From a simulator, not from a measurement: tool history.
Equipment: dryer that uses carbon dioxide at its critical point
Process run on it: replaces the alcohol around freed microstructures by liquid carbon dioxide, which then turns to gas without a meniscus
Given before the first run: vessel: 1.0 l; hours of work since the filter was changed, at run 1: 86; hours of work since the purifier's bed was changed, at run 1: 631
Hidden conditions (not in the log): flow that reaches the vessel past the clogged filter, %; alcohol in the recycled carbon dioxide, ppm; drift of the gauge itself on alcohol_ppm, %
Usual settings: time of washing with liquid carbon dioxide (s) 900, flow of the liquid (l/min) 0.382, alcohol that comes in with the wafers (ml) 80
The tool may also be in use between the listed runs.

run     day  time of washing with liquid carbon dioxide (s)  flow of the liquid (l/min)  alcohol that comes in with the wafers (ml)  hours of work since the filter was changed  hours of work since the purifier's bed was changed  alcohol left in the vessel before it's heated (ppm by volume)
  1   0.000                                             900                       0.382                                          80                                          86                                                 631                                                            817
  2   0.871                                             900                       0.382                                          80                                          98                                                 643                                                            827
  3   2.317                                             900                       0.382                                          80                                         119                                                 664                                                            872
  4   2.992                                             900                       0.382                                          80                                         128                                                 674                                                            907
  5   3.842                                             900                       0.382                                          80                                         141                                                 686                                                            918
  6   4.567                                             900                       0.382                                          80                                         151                                                 696                                                            966
  7   5.908                                             900                       0.625                                          80                                         170                                                 715                                                            161
  8   6.729                                             900                       0.625                                          80                                         182                                                 727                                                            174
  9   7.721                                             900                       0.625                                          80                                         196                                                 741                                                            172
 10   9.304                                             900                       0.625                                          80                                         218                                                 764                                                            183
 11  10.008                                             900                       0.625                                          80                                         229                                                 774                                                            169
 12  11.475                                             900                       0.625                                          80                                         249                                                 795                                                            185
 13  12.954                                             900                       0.625                                          80                                         271                                                 816                                                            208
 14  14.154                                             900                       0.625                                          80                                         288                                                 833                                                            215
 15  15.638                                             900                       0.382                                          95                                         309                                                 854                                                           1510
 16  16.808                                             900                       0.258                                          80                                         326                                                 871                                                           5099
 17  18.308                                             900                       0.258                                          80                                         347                                                 892                                                           5384
 18  19.421                                            1140                       0.382                                          80                                         363                                                 908                                                            582
 19  20.296                                             900                       0.382                                          80                                         375                                                 921                                                           1475
     21.200  -- inlet filter changed
 20  21.933                                             900                       0.382                                          80                                          10                                                 943                                                            733
 21  23.450                                             900                       0.382                                          80                                          32                                                 965                                                            772
 22  24.500                                             900                       0.382                                          80                                          47                                                 980                                                            820
 23  25.429                                            1020                       0.382                                          80                                          60                                                 993                                                            509
 24  26.917                                             840                       0.382                                          36                                          82                                                1014                                                            593
 25  28.450                                             840                       0.382                                          36                                         103                                                1036                                                            607
 26  30.108                                             840                       0.382                                          36                                         127                                                1060                                                            617
 27  31.733                                             600                       0.615                                          41                                         150                                                1083                                                            445
 28  32.617                                            1200                       0.382                                          80                                         163                                                1096                                                            372
 29  33.871                                            1320                       0.355                                         105                                         181                                                1114                                                            403
 30  34.696                                             840                       0.593                                          37                                         193                                                1125                                                            240
 31  36.096                                            1440                       0.382                                          32                                         213                                                1145                                                            225
 32  36.821                                             600                       0.462                                          32                                         223                                                1156                                                           1037
 33  37.617                                             600                       0.462                                          62                                         234                                                1167                                                           1850
 34  38.979                                             600                       0.320                                          96                                         254                                                1186                                                           8660
 35  39.829                                            1200                       0.461                                          73                                         266                                                1199                                                            265
 36  40.675                                            1200                       0.461                                          73                                         278                                                1211                                                            263
 37  42.083                                             900                       0.550                                         112                                         298                                                1231                                                            414
 38  43.058                                             900                       0.550                                         112                                         312                                                1245                                                            418
 39  44.112                                             900                       0.536                                         100                                         327                                                1260                                                            443
 40  45.275                                             900                       0.249                                          80                                         343                                                1276                                                           5802
 41  46.133                                             720                       0.268                                          39                                         356                                                1289                                                           4149
 42  47.438                                            1260                       0.231                                          83                                         374                                                1307                                                           3022
     48.383  -- inlet filter changed
 43  49.042                                             660                       0.382                                          22                                           9                                                1329                                                            834
 44  49.779                                             900                       0.259                                          24                                          20                                                1340                                                           1188
 45  50.979                                            1440                       0.382                                          80                                          37                                                1357                                                            268

What if the next run were any one of these 3? Each begins from the tool's condition after run 45:
  A  51.788                                            1440                       0.382                                          80                                          49                                                1369                                                              ?
  B  51.788                                             900                       0.382                                          20                                          49                                                1369                                                              ?
  C  51.788                                            1380                       0.270                                          80                                          49                                                1369                                                              ?

run  alcohol left in the vessel before it's heated (ppm by volume)
  A                                                            276
  B                                                            418
  C                                                            721
What these runs would have given with no unlogged condition in the tool:
run  alcohol left in the vessel before it's heated (ppm by volume)
  A                                                             29
  B                                                            147
  C                                                            417
